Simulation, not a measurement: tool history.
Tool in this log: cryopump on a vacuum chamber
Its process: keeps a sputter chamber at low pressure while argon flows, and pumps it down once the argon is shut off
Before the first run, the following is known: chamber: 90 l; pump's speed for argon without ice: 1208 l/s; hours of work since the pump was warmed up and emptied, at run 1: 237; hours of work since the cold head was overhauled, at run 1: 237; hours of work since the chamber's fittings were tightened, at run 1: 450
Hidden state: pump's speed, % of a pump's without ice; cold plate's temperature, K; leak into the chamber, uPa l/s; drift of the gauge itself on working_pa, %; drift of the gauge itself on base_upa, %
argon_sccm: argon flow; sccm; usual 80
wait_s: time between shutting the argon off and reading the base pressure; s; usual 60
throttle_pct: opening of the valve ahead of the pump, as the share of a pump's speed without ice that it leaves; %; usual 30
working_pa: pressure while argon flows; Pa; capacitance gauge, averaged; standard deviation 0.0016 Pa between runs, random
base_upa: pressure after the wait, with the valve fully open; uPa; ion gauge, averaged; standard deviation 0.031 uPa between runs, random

| run | hour | argon_sccm | wait_s | throttle_pct | hours of work since the pump was warmed up and emptied | hours of work since the cold head was overhauled | hours of work since the chamber's fittings were tightened | working_pa | base_upa |
|---|---|---|---|---|---|---|---|---|---|
| 1 | 0.0 | 80 | 60 | 30 | 237 | 237 | 450 | 0.3979 | 2.91 |
| 2 | 44.2 | 115 | 60 | 30 | 262 | 262 | 475 | 0.5751 | 3.07 |
| 3 | 94.6 | 80 | 60 | 30 | 290 | 290 | 503 | 0.4117 | 3.16 |
| 4 | 133.6 | 80 | 285 | 30 | 312 | 312 | 525 | 0.4099 | 2.19 |
| 5 | 213.5 | 80 | 285 | 30 | 357 | 357 | 570 | 0.4160 | 2.44 |
| 6 | 294.3 | 84 | 60 | 30 | 402 | 402 | 615 | 0.4478 | 3.76 |
|  | 314.7 | pump warmed up, emptied and cooled again |
| 7 | 345.5 | 84 | 60 | 30 | 17 | 428 | 641 | 0.3927 | 3.08 |
| 8 | 419.3 | 84 | 60 | 30 | 59 | 469 | 683 | 0.3962 | 3.13 |
| 9 | 472.3 | 80 | 265 | 30 | 88 | 499 | 712 | 0.3816 | 2.35 |
| 10 | 534.7 | 80 | 60 | 30 | 123 | 534 | 747 | 0.3851 | 3.52 |
| 11 | 606.5 | 80 | 60 | 31 | 164 | 574 | 787 | 0.3810 | 3.72 |
| 12 | 670.8 | 80 | 42 | 18 | 200 | 610 | 823 | 0.6473 | 4.36 |
| 13 | 750.4 | 80 | 42 | 25 | 244 | 655 | 868 | 0.4767 | 4.66 |
| 14 | 802.4 | 80 | 23 | 24 | 273 | 684 | 897 | 0.4990 | 6.56 |
| 15 | 875.4 | 95 | 60 | 30 | 314 | 725 | 938 | 0.4921 | 4.57 |
| 16 | 924.1 | 95 | 60 | 30 | 342 | 752 | 966 | 0.4953 | 4.80 |
| 17 | 963.5 | 127 | 157 | 27 | 364 | 774 | 988 | 0.7390 | 3.95 |
| 18 | 1011.6 | 127 | 157 | 27 | 391 | 801 | 1015 | 0.7412 | 4.14 |
|  | 1052.5 | pump warmed up, emptied and cooled again |
| 19 | 1082.3 | 127 | 157 | 27 | 17 | 838 | 1051 | 0.6609 | 3.14 |
| 20 | 1153.0 | 53 | 157 | 27 | 56 | 878 | 1091 | 0.2788 | 3.35 |
| 21 | 1195.4 | 53 | 157 | 37 | 80 | 901 | 1115 | 0.2068 | 3.48 |

Consider 4 possible next runs. They are alternatives, not a sequence: every one starts from the tool as it was left by run 21. What does each give?
| A | 1233.7 | 41 | 60 | 19 | 102 | 923 | 1136 | ? | ? |
| B | 1233.7 | 57 | 60 | 32 | 102 | 923 | 1136 | ? | ? |
| C | 1233.7 | 105 | 60 | 41 | 102 | 923 | 1136 | ? | ? |
| D | 1233.7 | 53 | 40 | 37 | 102 | 923 | 1136 | ? | ? |

| run | working_pa | base_upa |
|---|---|---|
| A | 0.3054 | 4.26 |
| B | 0.2580 | 4.39 |
| C | 0.3728 | 4.43 |
| D | 0.2076 | 5.08 |
Stripped of hidden state, with their random variation kept, the same runs would have yielded:
| run | working_pa | base_upa |
|---|---|---|
| A | 0.2997 | 1.50 |
| B | 0.2500 | 1.56 |
| C | 0.3581 | 1.56 |
| D | 0.2002 | 2.22 |
